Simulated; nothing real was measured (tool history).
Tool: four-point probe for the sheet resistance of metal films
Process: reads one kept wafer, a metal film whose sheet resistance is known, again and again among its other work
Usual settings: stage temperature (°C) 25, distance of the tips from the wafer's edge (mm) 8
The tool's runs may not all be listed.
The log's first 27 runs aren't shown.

run,day,stage temperature (°C),distance of the tips from the wafer's edge (mm),sheet resistance as the instrument gives it (ohm/square)
28,16.188,29,4,8.398184
29,16.75,34,3,8.433871
30,17.225,22,69,8.353835
31,17.971,22,69,8.354289
32,18.529,22,5,8.400778
33,18.917,22,5,8.397967
34,19.4,33,37,8.314104
35,20.125,25,31,8.344784
36,20.6,32,23,8.317397
37,21.183,27,18,8.339428
38,21.796,32,47,8.318988
39,22.508,28,20,8.334949
40,23.112,28,20,8.336648
41,23.471,34,11,8.319366
42,23.825,28,11,8.338929

Forecast each of these 5 alternatives for the next run:
A,24.404,25,3,?
B,24.404,28,23,?
C,24.404,18,12,?
D,24.404,19,3,?
E,24.404,20,33,?

run,sheet resistance as the instrument gives it (ohm/square)
A,8.463903
B,8.334313
C,8.37919
D,8.493197
E,8.36459
Without the tool's hidden state the same runs would have given:
run,sheet resistance as the instrument gives it (ohm/square)
A,8.463898
B,8.334307
C,8.379186
D,8.493194
E,8.364586
